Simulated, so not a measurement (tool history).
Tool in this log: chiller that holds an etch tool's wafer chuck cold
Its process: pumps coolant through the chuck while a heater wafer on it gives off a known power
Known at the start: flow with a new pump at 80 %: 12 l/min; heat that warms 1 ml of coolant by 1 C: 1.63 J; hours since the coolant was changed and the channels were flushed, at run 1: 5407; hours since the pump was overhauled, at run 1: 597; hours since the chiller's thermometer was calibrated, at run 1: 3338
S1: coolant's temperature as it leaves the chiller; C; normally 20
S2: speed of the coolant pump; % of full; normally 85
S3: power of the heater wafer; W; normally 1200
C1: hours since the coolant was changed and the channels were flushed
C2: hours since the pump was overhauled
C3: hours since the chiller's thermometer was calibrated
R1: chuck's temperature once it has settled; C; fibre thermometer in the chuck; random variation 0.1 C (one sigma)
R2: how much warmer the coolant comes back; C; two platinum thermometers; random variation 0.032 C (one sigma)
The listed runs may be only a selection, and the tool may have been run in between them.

{"run": 1, "hour": 0.0, "S1": 20, "S2": 85, "S3": 1200, "C1": 5407, "C2": 597, "C3": 3338, "R1": 28.3, "R2": 3.44}
{"run": 2, "hour": 25.3, "S1": 20, "S2": 85, "S3": 1200, "C1": 5432, "C2": 623, "C3": 3364, "R1": 28.5, "R2": 3.51}
{"run": 3, "hour": 63.3, "S1": 20, "S2": 85, "S3": 1200, "C1": 5470, "C2": 661, "C3": 3402, "R1": 28.2, "R2": 3.46}
{"run": 4, "hour": 98.5, "S1": 20, "S2": 85, "S3": 1200, "C1": 5506, "C2": 696, "C3": 3437, "R1": 28.3, "R2": 3.46}
{"run": 5, "hour": 134.9, "S1": 20, "S2": 85, "S3": 1200, "C1": 5542, "C2": 732, "C3": 3473, "R1": 28.3, "R2": 3.47}
{"run": 6, "hour": 160.0, "S1": 20, "S2": 85, "S3": 1200, "C1": 5567, "C2": 757, "C3": 3498, "R1": 28.4, "R2": 3.45}
{"run": 7, "hour": 200.1, "S1": 20, "S2": 85, "S3": 1200, "C1": 5607, "C2": 798, "C3": 3538, "R1": 28.2, "R2": 3.44}
{"run": 8, "hour": 230.1, "S1": 20, "S2": 85, "S3": 1200, "C1": 5637, "C2": 828, "C3": 3568, "R1": 28.4, "R2": 3.49}
{"run": 9, "hour": 266.4, "S1": 20, "S2": 85, "S3": 1026, "C1": 5673, "C2": 864, "C3": 3605, "R1": 27.2, "R2": 2.97}
{"run": 10, "hour": 293.7, "S1": 20, "S2": 85, "S3": 1026, "C1": 5701, "C2": 891, "C3": 3632, "R1": 27.0, "R2": 3.01}
{"run": 11, "hour": 333.2, "S1": 20, "S2": 85, "S3": 1200, "C1": 5740, "C2": 931, "C3": 3671, "R1": 28.3, "R2": 3.48}
{"run": 12, "hour": 367.2, "S1": 28, "S2": 85, "S3": 1200, "C1": 5774, "C2": 965, "C3": 3705, "R1": 36.4, "R2": 3.49}
{"run": 13, "hour": 412.8, "S1": 20, "S2": 85, "S3": 867, "C1": 5820, "C2": 1010, "C3": 3751, "R1": 26.1, "R2": 2.5}
{"run": 14, "hour": 444.1, "S1": 20, "S2": 85, "S3": 1200, "C1": 5851, "C2": 1042, "C3": 3782, "R1": 28.3, "R2": 3.48}
{"run": 15, "hour": 466.0, "S1": 16, "S2": 87, "S3": 945, "C1": 5873, "C2": 1063, "C3": 3804, "R1": 22.2, "R2": 2.7}
{"run": 16, "hour": 487.9, "S1": 26, "S2": 85, "S3": 1314, "C1": 5895, "C2": 1085, "C3": 3826, "R1": 35.1, "R2": 3.8}
{"run": 17, "hour": 520.1, "S1": 26, "S2": 71, "S3": 786, "C1": 5927, "C2": 1118, "C3": 3858, "R1": 32.1, "R2": 2.78}
{"run": 18, "hour": 564.2, "S1": 25, "S2": 66, "S3": 786, "C1": 5971, "C2": 1162, "C3": 3902, "R1": 31.8, "R2": 3.11}
{"run": 19, "hour": 596.5, "S1": 25, "S2": 85, "S3": 786, "C1": 6004, "C2": 1194, "C3": 3935, "R1": 30.4, "R2": 2.34}
{"run": 20, "hour": 627.4, "S1": 23, "S2": 73, "S3": 736, "C1": 6034, "C2": 1225, "C3": 3966, "R1": 28.7, "R2": 2.52}
{"run": 21, "hour": 671.6, "S1": 23, "S2": 73, "S3": 736, "C1": 6079, "C2": 1269, "C3": 4010, "R1": 28.7, "R2": 2.52}
{"run": 22, "hour": 712.2, "S1": 11, "S2": 82, "S3": 962, "C1": 6119, "C2": 1310, "C3": 4050, "R1": 18.0, "R2": 2.92}
{"run": 23, "hour": 755.4, "S1": 11, "S2": 82, "S3": 962, "C1": 6162, "C2": 1353, "C3": 4094, "R1": 17.9, "R2": 2.89}
{"run": 24, "hour": 786.8, "S1": 11, "S2": 73, "S3": 1672, "C1": 6194, "C2": 1384, "C3": 4125, "R1": 24.8, "R2": 5.78}
{"run": 25, "hour": 827.5, "S1": 11, "S2": 73, "S3": 1672, "C1": 6235, "C2": 1425, "C3": 4166, "R1": 24.7, "R2": 5.87}
{"run": 26, "hour": 849.9, "S1": 30, "S2": 73, "S3": 806, "C1": 6257, "C2": 1447, "C3": 4188, "R1": 36.4, "R2": 2.8}
{"run": 27, "hour": 886.8, "S1": 30, "S2": 73, "S3": 806, "C1": 6294, "C2": 1484, "C3": 4225, "R1": 36.3, "R2": 2.78}
{"run": 28, "hour": 912.9, "S1": 30, "S2": 73, "S3": 806, "C1": 6320, "C2": 1510, "C3": 4251, "R1": 36.3, "R2": 2.87}

Forecast each of these 3 alternatives for the next run:
{"run": "A", "hour": 946.8, "S1": 13, "S2": 70, "S3": 946, "C1": 6354, "C2": 1544, "C3": 4285, "R1": "?", "R2": "?"}
{"run": "B", "hour": 946.8, "S1": 20, "S2": 77, "S3": 1200, "C1": 6354, "C2": 1544, "C3": 4285, "R1": "?", "R2": "?"}
{"run": "C", "hour": 946.8, "S1": 24, "S2": 85, "S3": 1200, "C1": 6354, "C2": 1544, "C3": 4285, "R1": "?", "R2": "?"}

run=A R1=20.9 R2=3.40
run=B R1=29.3 R2=3.92
run=C R1=32.4 R2=3.45
Had the tool no hidden state, the same runs would have come out as:
run=A R1=20.2 R2=3.32
run=B R1=28.3 R2=3.83
run=C R1=31.5 R2=3.37

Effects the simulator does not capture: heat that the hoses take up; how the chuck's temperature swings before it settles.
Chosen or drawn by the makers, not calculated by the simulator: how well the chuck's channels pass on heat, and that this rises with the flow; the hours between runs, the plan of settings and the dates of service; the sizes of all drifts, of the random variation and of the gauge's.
